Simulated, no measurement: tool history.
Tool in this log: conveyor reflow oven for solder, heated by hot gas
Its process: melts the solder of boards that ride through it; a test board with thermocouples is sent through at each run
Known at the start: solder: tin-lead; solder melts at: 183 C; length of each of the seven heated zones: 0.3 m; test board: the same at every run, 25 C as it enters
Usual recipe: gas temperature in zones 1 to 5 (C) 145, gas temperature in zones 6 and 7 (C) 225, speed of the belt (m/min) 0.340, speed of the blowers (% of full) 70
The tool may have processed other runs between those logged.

run,hour,gas temperature in zones 1 to 5 (C),gas temperature in zones 6 and 7 (C),speed of the belt (m/min),speed of the blowers (% of full),highest temperature of the board (C),time above the solder's melting point (s)
1,0.0,145,225,0.340,70,213.59,80.36
2,8.0,145,225,0.340,70,213.55,80.23
3,17.6,145,225,0.340,70,213.46,80.21
4,24.1,145,225,0.340,70,213.57,80.39
5,30.2,145,225,0.340,70,213.75,80.40
6,39.4,145,233,0.340,70,220.68,87.08
7,50.3,145,240,0.340,70,226.84,92.30
8,62.0,145,240,0.340,70,227.04,92.28
9,68.3,145,240,0.340,55,223.36,88.80
10,80.5,145,229,0.340,70,217.20,84.01
11,88.4,145,225,0.340,70,213.61,80.32
12,95.5,145,225,0.340,70,213.53,80.13
13,103.5,145,225,0.340,70,213.65,80.24
14,113.8,149,225,0.340,69,213.96,83.06
15,125.6,149,225,0.340,69,214.02,82.88
16,135.1,149,225,0.340,69,214.03,82.88
17,142.1,144,240,0.359,69,224.98,85.20
18,154.1,144,240,0.359,69,225.09,85.13
19,160.4,137,240,0.311,64,227.03,96.96
20,169.5,144,240,0.408,51,215.42,65.04
21,174.8,141,220,0.335,84,210.95,77.98
22,184.7,141,220,0.335,84,210.90,77.93
23,197.2,145,226,0.340,70,214.50,81.15
24,203.5,145,219,0.314,61,208.58,80.77
25,213.4,133,224,0.303,81,215.59,88.15
26,220.3,144,224,0.391,66,208.06,61.58

Forecast each of these 5 alternatives for the next run:
A,228.4,145,225,0.363,70,?,?
B,228.4,150,216,0.391,78,?,?
C,228.4,145,214,0.340,55,?,?
D,228.4,144,223,0.327,61,?,?
E,228.4,144,213,0.290,70,?,?

run,highest temperature of the board (C),time above the solder's melting point (s)
A,211.82,72.71
B,204.56,61.65
C,201.05,61.21
D,211.01,79.35
E,205.72,85.66
With no hidden state in the tool, these same runs would have given:
run,highest temperature of the board (C),time above the solder's melting point (s)
A,211.86,72.75
B,204.59,61.70
C,201.07,61.27
D,211.04,79.39
E,205.74,85.71

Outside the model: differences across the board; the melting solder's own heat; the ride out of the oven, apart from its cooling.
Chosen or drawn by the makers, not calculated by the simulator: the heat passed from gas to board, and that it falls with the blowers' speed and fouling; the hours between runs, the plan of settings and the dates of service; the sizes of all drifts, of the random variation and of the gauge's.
